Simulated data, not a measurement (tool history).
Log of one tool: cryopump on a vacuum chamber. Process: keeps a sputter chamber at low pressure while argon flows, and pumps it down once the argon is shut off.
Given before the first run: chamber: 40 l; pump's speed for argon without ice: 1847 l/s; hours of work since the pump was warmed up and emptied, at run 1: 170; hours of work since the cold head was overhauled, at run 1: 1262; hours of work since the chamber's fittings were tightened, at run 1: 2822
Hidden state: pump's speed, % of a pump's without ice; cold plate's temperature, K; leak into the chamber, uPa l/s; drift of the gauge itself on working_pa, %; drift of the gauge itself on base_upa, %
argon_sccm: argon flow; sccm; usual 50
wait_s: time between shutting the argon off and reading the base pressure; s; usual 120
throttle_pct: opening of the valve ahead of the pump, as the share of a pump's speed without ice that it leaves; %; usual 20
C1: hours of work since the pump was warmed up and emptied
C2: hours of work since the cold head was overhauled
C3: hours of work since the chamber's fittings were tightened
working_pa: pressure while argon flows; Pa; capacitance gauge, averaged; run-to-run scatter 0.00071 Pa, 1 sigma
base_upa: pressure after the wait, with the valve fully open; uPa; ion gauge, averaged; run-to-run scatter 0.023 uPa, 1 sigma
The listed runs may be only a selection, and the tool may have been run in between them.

{"run": 1, "day": 0.0, "argon_sccm": 50, "wait_s": 120, "throttle_pct": 20, "C1": 170, "C2": 1262, "C3": 2822, "working_pa": 0.2303, "base_upa": 1.38}
{"run": 2, "day": 4.0, "argon_sccm": 50, "wait_s": 120, "throttle_pct": 20, "C1": 251, "C2": 1343, "C3": 2903, "working_pa": 0.2313, "base_upa": 1.4}
{"run": 3, "day": 7.875, "argon_sccm": 50, "wait_s": 120, "throttle_pct": 20, "C1": 329, "C2": 1421, "C3": 2981, "working_pa": 0.2324, "base_upa": 1.44}
{"run": 4, "day": 10.65, "argon_sccm": 50, "wait_s": 120, "throttle_pct": 20, "C1": 385, "C2": 1477, "C3": 3037, "working_pa": 0.2325, "base_upa": 1.46}
{"run": 5, "day": 13.492, "argon_sccm": 50, "wait_s": 120, "throttle_pct": 20, "C1": 443, "C2": 1535, "C3": 3095, "working_pa": 0.2341, "base_upa": 1.49}
{"run": 6, "day": 15.304, "argon_sccm": 50, "wait_s": 120, "throttle_pct": 20, "C1": 479, "C2": 1571, "C3": 3131, "working_pa": 0.2333, "base_upa": 1.48}
{"run": 7, "day": 17.979, "argon_sccm": 28, "wait_s": 120, "throttle_pct": 20, "C1": 533, "C2": 1625, "C3": 3185, "working_pa": 0.1307, "base_upa": 1.51}
{"day": 19.462, "done": "leaking fittings of the chamber tightened, without venting"}
{"run": 8, "day": 20.788, "argon_sccm": 50, "wait_s": 120, "throttle_pct": 43, "C1": 588, "C2": 1680, "C3": 27, "working_pa": 0.1127, "base_upa": 0.83}
{"run": 9, "day": 23.112, "argon_sccm": 50, "wait_s": 39, "throttle_pct": 20, "C1": 635, "C2": 1727, "C3": 74, "working_pa": 0.236, "base_upa": 2.26}
{"run": 10, "day": 25.467, "argon_sccm": 50, "wait_s": 120, "throttle_pct": 41, "C1": 683, "C2": 1775, "C3": 121, "working_pa": 0.1191, "base_upa": 0.83}
{"run": 11, "day": 29.233, "argon_sccm": 50, "wait_s": 120, "throttle_pct": 41, "C1": 759, "C2": 1851, "C3": 197, "working_pa": 0.1205, "base_upa": 0.88}
{"run": 12, "day": 32.625, "argon_sccm": 50, "wait_s": 64, "throttle_pct": 20, "C1": 827, "C2": 1919, "C3": 266, "working_pa": 0.2383, "base_upa": 1.45}
{"run": 13, "day": 36.525, "argon_sccm": 46, "wait_s": 120, "throttle_pct": 20, "C1": 906, "C2": 1998, "C3": 345, "working_pa": 0.22, "base_upa": 0.92}
{"run": 14, "day": 39.562, "argon_sccm": 46, "wait_s": 120, "throttle_pct": 20, "C1": 967, "C2": 2059, "C3": 406, "working_pa": 0.2211, "base_upa": 0.96}
{"run": 15, "day": 43.079, "argon_sccm": 50, "wait_s": 120, "throttle_pct": 22, "C1": 1038, "C2": 2130, "C3": 477, "working_pa": 0.2185, "base_upa": 0.97}
{"run": 16, "day": 45.429, "argon_sccm": 50, "wait_s": 120, "throttle_pct": 22, "C1": 1086, "C2": 2178, "C3": 524, "working_pa": 0.2206, "base_upa": 0.95}
{"day": 46.021, "done": "pump warmed up, emptied and cooled again"}
{"run": 17, "day": 47.342, "argon_sccm": 50, "wait_s": 120, "throttle_pct": 22, "C1": 27, "C2": 2212, "C3": 559, "working_pa": 0.2098, "base_upa": 0.94}
{"run": 18, "day": 49.321, "argon_sccm": 54, "wait_s": 54, "throttle_pct": 36, "C1": 67, "C2": 2252, "C3": 599, "working_pa": 0.1384, "base_upa": 1.63}
{"run": 19, "day": 52.217, "argon_sccm": 42, "wait_s": 35, "throttle_pct": 32, "C1": 125, "C2": 2311, "C3": 657, "working_pa": 0.1215, "base_upa": 2.55}
{"run": 20, "day": 53.979, "argon_sccm": 49, "wait_s": 120, "throttle_pct": 20, "C1": 161, "C2": 2346, "C3": 693, "working_pa": 0.227, "base_upa": 0.95}
{"run": 21, "day": 55.942, "argon_sccm": 49, "wait_s": 120, "throttle_pct": 20, "C1": 200, "C2": 2386, "C3": 732, "working_pa": 0.2262, "base_upa": 0.99}
{"run": 22, "day": 58.317, "argon_sccm": 50, "wait_s": 290, "throttle_pct": 20, "C1": 248, "C2": 2434, "C3": 780, "working_pa": 0.2321, "base_upa": 0.61}
{"run": 23, "day": 61.158, "argon_sccm": 50, "wait_s": 120, "throttle_pct": 53, "C1": 306, "C2": 2491, "C3": 838, "working_pa": 0.09, "base_upa": 1}
{"run": 24, "day": 65.271, "argon_sccm": 50, "wait_s": 32, "throttle_pct": 20, "C1": 389, "C2": 2574, "C3": 921, "working_pa": 0.2326, "base_upa": 2.75}
{"run": 25, "day": 68.204, "argon_sccm": 50, "wait_s": 32, "throttle_pct": 20, "C1": 448, "C2": 2634, "C3": 980, "working_pa": 0.2337, "base_upa": 2.74}
{"run": 26, "day": 70.333, "argon_sccm": 50, "wait_s": 32, "throttle_pct": 20, "C1": 491, "C2": 2676, "C3": 1023, "working_pa": 0.2346, "base_upa": 2.76}
{"run": 27, "day": 73.833, "argon_sccm": 50, "wait_s": 50, "throttle_pct": 19, "C1": 562, "C2": 2747, "C3": 1094, "working_pa": 0.2475, "base_upa": 1.98}

What does the tool deliver on the next run?
{"run": 28, "day": 75.996, "argon_sccm": 36, "wait_s": 38, "throttle_pct": 28, "C1": 605, "C2": 2791, "C3": 1137, "working_pa": "?", "base_upa": "?"}

working_pa: 0.1221 Pa
base_upa: 2.36 uPa
Without the tool's hidden state the same run would have given working_pa 0.1173 Pa, base_upa 2.09 uPa.

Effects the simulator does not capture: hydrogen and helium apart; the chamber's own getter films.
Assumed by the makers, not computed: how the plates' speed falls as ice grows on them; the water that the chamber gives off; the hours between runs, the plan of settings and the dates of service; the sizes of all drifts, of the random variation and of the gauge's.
